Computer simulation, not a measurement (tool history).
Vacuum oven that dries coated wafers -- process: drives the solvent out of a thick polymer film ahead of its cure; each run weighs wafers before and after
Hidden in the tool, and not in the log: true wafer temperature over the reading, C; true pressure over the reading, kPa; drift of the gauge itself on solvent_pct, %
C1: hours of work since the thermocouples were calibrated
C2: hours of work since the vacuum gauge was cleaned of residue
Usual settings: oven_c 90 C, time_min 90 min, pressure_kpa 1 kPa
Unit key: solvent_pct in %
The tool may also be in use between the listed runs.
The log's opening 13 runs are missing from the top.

{"run": 14, "hour": 572.6, "oven_c": 90, "time_min": 90, "pressure_kpa": 1, "C1": 1347, "C2": 794, "solvent_pct": 2.4}
{"hour": 583.6, "done": "oven's thermocouples calibrated"}
{"run": 15, "hour": 624.6, "oven_c": 90, "time_min": 90, "pressure_kpa": 1, "C1": 25, "C2": 824, "solvent_pct": 1.81}
{"run": 16, "hour": 661.2, "oven_c": 78, "time_min": 150, "pressure_kpa": 0.87, "C1": 46, "C2": 846, "solvent_pct": 4.04}
{"run": 17, "hour": 700.2, "oven_c": 78, "time_min": 150, "pressure_kpa": 0.87, "C1": 70, "C2": 869, "solvent_pct": 4}
{"run": 18, "hour": 740.4, "oven_c": 78, "time_min": 150, "pressure_kpa": 0.87, "C1": 94, "C2": 894, "solvent_pct": 4.05}
{"run": 19, "hour": 767.8, "oven_c": 90, "time_min": 90, "pressure_kpa": 1.41, "C1": 110, "C2": 910, "solvent_pct": 2.18}
{"run": 20, "hour": 811.8, "oven_c": 96, "time_min": 110, "pressure_kpa": 1.77, "C1": 136, "C2": 936, "solvent_pct": 1.12}
{"run": 21, "hour": 850.3, "oven_c": 89, "time_min": 121, "pressure_kpa": 3.7, "C1": 159, "C2": 959, "solvent_pct": 3.14}
{"run": 22, "hour": 893.2, "oven_c": 83, "time_min": 102, "pressure_kpa": 0.95, "C1": 185, "C2": 985, "solvent_pct": 3.87}
{"run": 23, "hour": 941.5, "oven_c": 83, "time_min": 102, "pressure_kpa": 0.95, "C1": 214, "C2": 1014, "solvent_pct": 3.87}
{"run": 24, "hour": 994.1, "oven_c": 83, "time_min": 102, "pressure_kpa": 0.95, "C1": 245, "C2": 1045, "solvent_pct": 4.11}
{"run": 25, "hour": 1041.2, "oven_c": 84, "time_min": 90, "pressure_kpa": 2.51, "C1": 274, "C2": 1073, "solvent_pct": 5.49}
{"run": 26, "hour": 1091.1, "oven_c": 90, "time_min": 78, "pressure_kpa": 2.22, "C1": 303, "C2": 1103, "solvent_pct": 3.34}
{"run": 27, "hour": 1130.3, "oven_c": 86, "time_min": 73, "pressure_kpa": 2.06, "C1": 327, "C2": 1127, "solvent_pct": 5.17}
{"run": 28, "hour": 1159.2, "oven_c": 94, "time_min": 137, "pressure_kpa": 1.49, "C1": 344, "C2": 1144, "solvent_pct": 1.02}
{"run": 29, "hour": 1215.6, "oven_c": 78, "time_min": 90, "pressure_kpa": 1, "C1": 378, "C2": 1178, "solvent_pct": 7.64}
{"run": 30, "hour": 1269.3, "oven_c": 100, "time_min": 133, "pressure_kpa": 2.97, "C1": 410, "C2": 1210, "solvent_pct": 1.39}

Predict each of these 4 candidate next runs independently; none follows another, all start after run 30:
{"run": "A", "hour": 1303.8, "oven_c": 104, "time_min": 133, "pressure_kpa": 2.97, "C1": 431, "C2": 1230, "solvent_pct": "?"}
{"run": "B", "hour": 1303.8, "oven_c": 90, "time_min": 81, "pressure_kpa": 1, "C1": 431, "C2": 1230, "solvent_pct": "?"}
{"run": "C", "hour": 1303.8, "oven_c": 83, "time_min": 133, "pressure_kpa": 2.97, "C1": 431, "C2": 1230, "solvent_pct": "?"}
{"run": "D", "hour": 1303.8, "oven_c": 105, "time_min": 53, "pressure_kpa": 0.98, "C1": 431, "C2": 1230, "solvent_pct": "?"}

run=A solvent_pct=1.27
run=B solvent_pct=2.44
run=C solvent_pct=4.46
run=D solvent_pct=0.57
The same runs, with their run-to-run variation unchanged, on a tool lacking any hidden condition would have given:
run=A solvent_pct=1.18
run=B solvent_pct=2.09
run=C solvent_pct=4.02
run=D solvent_pct=0.46

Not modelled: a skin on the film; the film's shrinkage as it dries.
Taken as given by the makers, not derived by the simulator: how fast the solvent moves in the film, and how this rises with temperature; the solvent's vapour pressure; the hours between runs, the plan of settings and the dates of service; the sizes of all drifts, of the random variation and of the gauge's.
